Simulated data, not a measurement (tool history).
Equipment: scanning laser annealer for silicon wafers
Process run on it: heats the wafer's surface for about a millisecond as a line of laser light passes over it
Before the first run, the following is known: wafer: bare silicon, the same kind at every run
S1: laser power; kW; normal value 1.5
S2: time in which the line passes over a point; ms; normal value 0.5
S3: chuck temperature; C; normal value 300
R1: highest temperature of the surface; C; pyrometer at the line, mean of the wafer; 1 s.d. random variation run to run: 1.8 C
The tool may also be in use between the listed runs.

{"run": 1, "hour": 0.0, "S1": 1.5, "S2": 0.5, "S3": 300, "R1": 1018}
{"run": 2, "hour": 40.4, "S1": 1.5, "S2": 0.5, "S3": 314, "R1": 1027}
{"run": 3, "hour": 96.9, "S1": 1.5, "S2": 0.5, "S3": 300, "R1": 1014}
{"run": 4, "hour": 159.2, "S1": 1.5, "S2": 0.5, "S3": 266, "R1": 976}
{"run": 5, "hour": 218.8, "S1": 1.5, "S2": 0.5, "S3": 266, "R1": 979}
{"run": 6, "hour": 273.6, "S1": 1.5, "S2": 0.5, "S3": 266, "R1": 974}
{"run": 7, "hour": 362.5, "S1": 1.5, "S2": 0.5, "S3": 269, "R1": 973}
{"hour": 374.3, "done": "optics aligned, line set to its width"}
{"run": 8, "hour": 446.3, "S1": 1.5, "S2": 0.5, "S3": 269, "R1": 984}
{"run": 9, "hour": 519.2, "S1": 1.5, "S2": 0.5, "S3": 300, "R1": 1009}
{"run": 10, "hour": 600.8, "S1": 1.5, "S2": 0.5, "S3": 300, "R1": 1008}
{"run": 11, "hour": 649.1, "S1": 1.5, "S2": 0.395, "S3": 300, "R1": 921}
{"run": 12, "hour": 689.5, "S1": 1.5, "S2": 0.395, "S3": 300, "R1": 919}
{"run": 13, "hour": 776.3, "S1": 1.5, "S2": 0.395, "S3": 300, "R1": 916}
{"run": 14, "hour": 822.5, "S1": 1.5, "S2": 0.395, "S3": 300, "R1": 920}
{"run": 15, "hour": 890.6, "S1": 1.5, "S2": 0.395, "S3": 300, "R1": 916}
{"hour": 913.9, "done": "window over the wafer cleaned"}
{"run": 16, "hour": 942.4, "S1": 1.5, "S2": 0.395, "S3": 300, "R1": 945}
{"run": 17, "hour": 1003.5, "S1": 1.5, "S2": 0.395, "S3": 300, "R1": 944}
{"run": 18, "hour": 1088.0, "S1": 1.5, "S2": 0.395, "S3": 300, "R1": 942}
{"run": 19, "hour": 1181.5, "S1": 1.5, "S2": 0.395, "S3": 300, "R1": 939}
{"run": 20, "hour": 1270.5, "S1": 1.5, "S2": 0.395, "S3": 300, "R1": 938}
{"run": 21, "hour": 1338.0, "S1": 1.5, "S2": 0.503, "S3": 300, "R1": 1021}
{"run": 22, "hour": 1431.9, "S1": 1.558, "S2": 0.378, "S3": 300, "R1": 938}
{"run": 23, "hour": 1512.6, "S1": 1.358, "S2": 0.5, "S3": 335, "R1": 991}
{"run": 24, "hour": 1600.6, "S1": 1.358, "S2": 0.5, "S3": 335, "R1": 989}
{"run": 25, "hour": 1688.9, "S1": 1.298, "S2": 0.466, "S3": 263, "R1": 862}
{"run": 26, "hour": 1742.6, "S1": 1.588, "S2": 0.5, "S3": 310, "R1": 1056}
{"run": 27, "hour": 1835.3, "S1": 1.5, "S2": 0.469, "S3": 300, "R1": 981}
{"run": 28, "hour": 1878.6, "S1": 1.317, "S2": 0.5, "S3": 270, "R1": 893}
{"run": 29, "hour": 1938.7, "S1": 1.57, "S2": 0.414, "S3": 272, "R1": 931}
{"run": 30, "hour": 2001.8, "S1": 1.57, "S2": 0.414, "S3": 272, "R1": 931}
{"run": 31, "hour": 2091.0, "S1": 1.57, "S2": 0.414, "S3": 272, "R1": 926}
{"run": 32, "hour": 2144.6, "S1": 1.57, "S2": 0.414, "S3": 272, "R1": 926}
{"hour": 2172.6, "done": "window over the wafer cleaned"}
{"run": 33, "hour": 2236.5, "S1": 1.57, "S2": 0.414, "S3": 272, "R1": 955}
{"run": 34, "hour": 2289.8, "S1": 1.57, "S2": 0.378, "S3": 300, "R1": 949}
{"run": 35, "hour": 2368.9, "S1": 1.576, "S2": 0.576, "S3": 300, "R1": 1111}
{"run": 36, "hour": 2428.9, "S1": 1.587, "S2": 0.429, "S3": 311, "R1": 1003}
{"run": 37, "hour": 2522.8, "S1": 1.361, "S2": 0.416, "S3": 320, "R1": 916}
{"run": 38, "hour": 2595.9, "S1": 1.44, "S2": 0.416, "S3": 303, "R1": 928}
{"run": 39, "hour": 2693.1, "S1": 1.44, "S2": 0.416, "S3": 303, "R1": 921}
{"run": 40, "hour": 2740.7, "S1": 1.44, "S2": 0.416, "S3": 303, "R1": 920}
{"run": 41, "hour": 2830.9, "S1": 1.649, "S2": 0.5, "S3": 300, "R1": 1071}

Measured less the same run without the tool's hidden state. The same run-to-run variation is in both; the gauge's scatter may not be:
The hidden state here: light that passes the window, % of a clean one's; laser's true power over the reading, %; width of the line over the set one, %; drift of the gauge itself on peak_c, C.
run=1 R1=-23
run=2 R1=-24
run=3 R1=-25
run=4 R1=-28
run=5 R1=-29
run=6 R1=-31
run=7 R1=-34
run=8 R1=-26
run=9 R1=-28
run=10 R1=-30
run=11 R1=-28
run=12 R1=-30
run=13 R1=-32
run=14 R1=-34
run=15 R1=-35
run=16 R1=-5
run=17 R1=-7
run=18 R1=-9
run=19 R1=-12
run=20 R1=-14
run=21 R1=-19
run=22 R1=-19
run=23 R1=-22
run=24 R1=-25
run=25 R1=-25
run=26 R1=-34
run=27 R1=-33
run=28 R1=-32
run=29 R1=-35
run=30 R1=-37
run=31 R1=-40
run=32 R1=-42
run=33 R1=-13
run=34 R1=-14
run=35 R1=-20
run=36 R1=-19
run=37 R1=-19
run=38 R1=-22
run=39 R1=-24
run=40 R1=-25
run=41 R1=-35
